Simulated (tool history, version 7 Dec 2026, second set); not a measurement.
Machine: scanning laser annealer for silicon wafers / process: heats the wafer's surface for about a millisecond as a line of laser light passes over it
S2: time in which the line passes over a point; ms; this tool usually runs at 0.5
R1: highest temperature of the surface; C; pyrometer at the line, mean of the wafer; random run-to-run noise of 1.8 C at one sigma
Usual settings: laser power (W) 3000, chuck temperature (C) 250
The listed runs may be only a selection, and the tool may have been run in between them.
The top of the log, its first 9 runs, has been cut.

{"run": 10, "hour": 128.9, "laser power (W)": 2868, "S2": 0.5, "chuck temperature (C)": 250, "R1": 1012}
{"run": 11, "hour": 138.1, "laser power (W)": 3000, "S2": 0.5, "chuck temperature (C)": 245, "R1": 1043}
{"run": 12, "hour": 148.6, "laser power (W)": 3000, "S2": 0.5, "chuck temperature (C)": 245, "R1": 1046}
{"run": 13, "hour": 157.4, "laser power (W)": 3000, "S2": 0.5, "chuck temperature (C)": 245, "R1": 1041}
{"run": 14, "hour": 168.1, "laser power (W)": 3000, "S2": 0.5, "chuck temperature (C)": 250, "R1": 1048}
{"run": 15, "hour": 176.8, "laser power (W)": 3000, "S2": 0.5, "chuck temperature (C)": 250, "R1": 1048}
{"run": 16, "hour": 189.5, "laser power (W)": 3000, "S2": 0.5, "chuck temperature (C)": 250, "R1": 1046}
{"run": 17, "hour": 199.1, "laser power (W)": 3000, "S2": 0.5, "chuck temperature (C)": 250, "R1": 1044}
{"run": 18, "hour": 210.3, "laser power (W)": 3000, "S2": 0.5, "chuck temperature (C)": 250, "R1": 1047}
{"run": 19, "hour": 220.5, "laser power (W)": 3000, "S2": 0.5, "chuck temperature (C)": 250, "R1": 1046}
{"run": 20, "hour": 228.6, "laser power (W)": 3000, "S2": 0.5, "chuck temperature (C)": 250, "R1": 1048}
{"run": 21, "hour": 246.5, "laser power (W)": 3000, "S2": 0.36, "chuck temperature (C)": 245, "R1": 914}
{"run": 22, "hour": 258.4, "laser power (W)": 3000, "S2": 0.36, "chuck temperature (C)": 271, "R1": 940}
{"run": 23, "hour": 273.4, "laser power (W)": 2599, "S2": 0.431, "chuck temperature (C)": 212, "R1": 852}

Run 24 comes next. What will it give?
{"run": 24, "hour": 287.3, "laser power (W)": 2599, "S2": 0.431, "chuck temperature (C)": 212, "R1": "?"}

R1: 852 C
If the tool had no hidden condition, the same run with the same run-to-run variation would have returned R1 852 C.
